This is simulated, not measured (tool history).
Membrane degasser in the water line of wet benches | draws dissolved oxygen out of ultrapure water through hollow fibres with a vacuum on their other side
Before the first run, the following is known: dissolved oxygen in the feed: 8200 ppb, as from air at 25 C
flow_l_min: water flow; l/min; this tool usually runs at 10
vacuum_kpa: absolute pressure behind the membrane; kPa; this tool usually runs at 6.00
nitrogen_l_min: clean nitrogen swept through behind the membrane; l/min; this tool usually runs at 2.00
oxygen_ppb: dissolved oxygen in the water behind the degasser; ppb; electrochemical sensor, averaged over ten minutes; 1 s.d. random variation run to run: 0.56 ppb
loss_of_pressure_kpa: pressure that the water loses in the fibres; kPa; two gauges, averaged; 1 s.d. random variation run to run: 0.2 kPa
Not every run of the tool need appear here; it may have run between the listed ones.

run 1 hour=0.0 | flow_l_min=10 vacuum_kpa=6.00 nitrogen_l_min=2.00 | oxygen_ppb=49.2 loss_of_pressure_kpa=46.31
run 2 hour=41.6 | flow_l_min=10 vacuum_kpa=6.00 nitrogen_l_min=2.00 | oxygen_ppb=50.0 loss_of_pressure_kpa=45.85
run 3 hour=81.6 | flow_l_min=10 vacuum_kpa=6.00 nitrogen_l_min=2.00 | oxygen_ppb=49.1 loss_of_pressure_kpa=45.52
run 4 hour=119.1 | flow_l_min=10 vacuum_kpa=6.00 nitrogen_l_min=2.00 | oxygen_ppb=49.6 loss_of_pressure_kpa=45.92
run 5 hour=141.8 | flow_l_min=10 vacuum_kpa=6.00 nitrogen_l_min=2.00 | oxygen_ppb=49.6 loss_of_pressure_kpa=45.82
run 6 hour=172.2 | flow_l_min=10 vacuum_kpa=6.00 nitrogen_l_min=2.00 | oxygen_ppb=49.7 loss_of_pressure_kpa=45.86
run 7 hour=201.9 | flow_l_min=10 vacuum_kpa=6.00 nitrogen_l_min=2.00 | oxygen_ppb=49.8 loss_of_pressure_kpa=45.95
run 8 hour=236.5 | flow_l_min=10 vacuum_kpa=6.00 nitrogen_l_min=2.00 | oxygen_ppb=51.0 loss_of_pressure_kpa=45.72
run 9 hour=280.3 | flow_l_min=10 vacuum_kpa=6.00 nitrogen_l_min=2.00 | oxygen_ppb=50.4 loss_of_pressure_kpa=46.01
run 10 hour=301.5 | flow_l_min=8 vacuum_kpa=6.00 nitrogen_l_min=2.00 | oxygen_ppb=37.1 loss_of_pressure_kpa=36.70
run 11 hour=330.2 | flow_l_min=12 vacuum_kpa=6.00 nitrogen_l_min=2.00 | oxygen_ppb=65.6 loss_of_pressure_kpa=55.21
run 12 hour=376.2 | flow_l_min=12 vacuum_kpa=6.00 nitrogen_l_min=2.00 | oxygen_ppb=63.1 loss_of_pressure_kpa=55.14
run 13 hour=415.7 | flow_l_min=12 vacuum_kpa=12.37 nitrogen_l_min=2.00 | oxygen_ppb=156.6 loss_of_pressure_kpa=54.85
run 14 hour=436.0 | flow_l_min=10 vacuum_kpa=6.00 nitrogen_l_min=1.27 | oxygen_ppb=68.8 loss_of_pressure_kpa=45.90
run 15 hour=469.3 | flow_l_min=10 vacuum_kpa=6.00 nitrogen_l_min=1.27 | oxygen_ppb=69.3 loss_of_pressure_kpa=45.68
run 16 hour=507.5 | flow_l_min=8 vacuum_kpa=6.00 nitrogen_l_min=2.00 | oxygen_ppb=37.1 loss_of_pressure_kpa=36.99
run 17 hour=529.4 | flow_l_min=14 vacuum_kpa=11.58 nitrogen_l_min=2.00 | oxygen_ppb=170.0 loss_of_pressure_kpa=64.55
run 18 hour=557.4 | flow_l_min=10 vacuum_kpa=14.09 nitrogen_l_min=0.95 | oxygen_ppb=285.8 loss_of_pressure_kpa=46.28

Run 19 is up next; what results do you expect?
run 19 hour=581.3 | flow_l_min=10 vacuum_kpa=14.09 nitrogen_l_min=0.95 | oxygen_ppb=? loss_of_pressure_kpa=?

Run 19 came out at oxygen_ppb 281.5 ppb, loss_of_pressure_kpa 46.13 kPa.
Were there no unlogged condition in the tool, this run, its random variation unchanged, would have produced oxygen_ppb 275.3 ppb, loss_of_pressure_kpa 45.50 kPa.
